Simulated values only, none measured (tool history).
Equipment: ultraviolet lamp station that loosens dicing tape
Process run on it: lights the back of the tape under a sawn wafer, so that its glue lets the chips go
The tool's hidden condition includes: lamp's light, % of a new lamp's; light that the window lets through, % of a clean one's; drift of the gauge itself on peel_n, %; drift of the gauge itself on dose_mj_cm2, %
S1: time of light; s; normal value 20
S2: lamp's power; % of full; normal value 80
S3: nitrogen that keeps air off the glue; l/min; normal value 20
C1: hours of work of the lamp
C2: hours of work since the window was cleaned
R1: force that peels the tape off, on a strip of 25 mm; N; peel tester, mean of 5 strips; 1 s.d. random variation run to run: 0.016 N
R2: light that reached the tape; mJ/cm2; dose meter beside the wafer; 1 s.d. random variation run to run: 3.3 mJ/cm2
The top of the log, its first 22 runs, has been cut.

run	hour	S1	S2	S3	C1	C2	R1	R2
23	165.9	20	96	20	442	214	0.529	627
24	173.2	14	81	7	448	219	2.058	367
25	183.4	14	81	7	456	227	2.013	369
26	194.5	18	75	7	464	235	1.622	439
27	205.2	31	61	6	472	243	0.993	629
28	211.1	31	61	6	476	248	1.006	621
29	216.1	31	61	6	480	251	1.029	621
30	220.7	23	91	20	483	255	0.469	682
31	228.7	17	80	16	490	261	1.121	443
32	236.6	21	80	21	495	267	0.715	543
33	245.8	16	80	8	502	274	1.664	423
34	255.9	24	77	7	510	281	1.017	609
35	264.1	24	77	7	516	287	0.974	599
36	269.9	24	77	7	520	292	0.983	605
37	280.3	36	63	24	528	300	0.388	739
38	287.7	20	81	22	534	305	0.715	527
39	295.0	20	81	22	539	311	0.740	532
40	299.8	29	62	26	543	314	0.549	591
41	308.9	29	62	26	550	321	0.558	594
42	316.8	20	88	20	556	327	0.630	575
43	327.7	20	68	20	564	335	1.027	447

Here are 3 independent what-if runs from the current tool condition. What would each one return?
A	334.2	20	80	6	569	340	?	?
B	334.2	16	68	20	569	340	?	?
C	334.2	18	80	7	569	340	?	?

run	R1	R2
A	1.293	522
B	1.505	357
C	1.491	470
Without the tool's hidden state the same runs would have given:
run	R1	R2
A	1.291	522
B	1.503	357
C	1.488	470

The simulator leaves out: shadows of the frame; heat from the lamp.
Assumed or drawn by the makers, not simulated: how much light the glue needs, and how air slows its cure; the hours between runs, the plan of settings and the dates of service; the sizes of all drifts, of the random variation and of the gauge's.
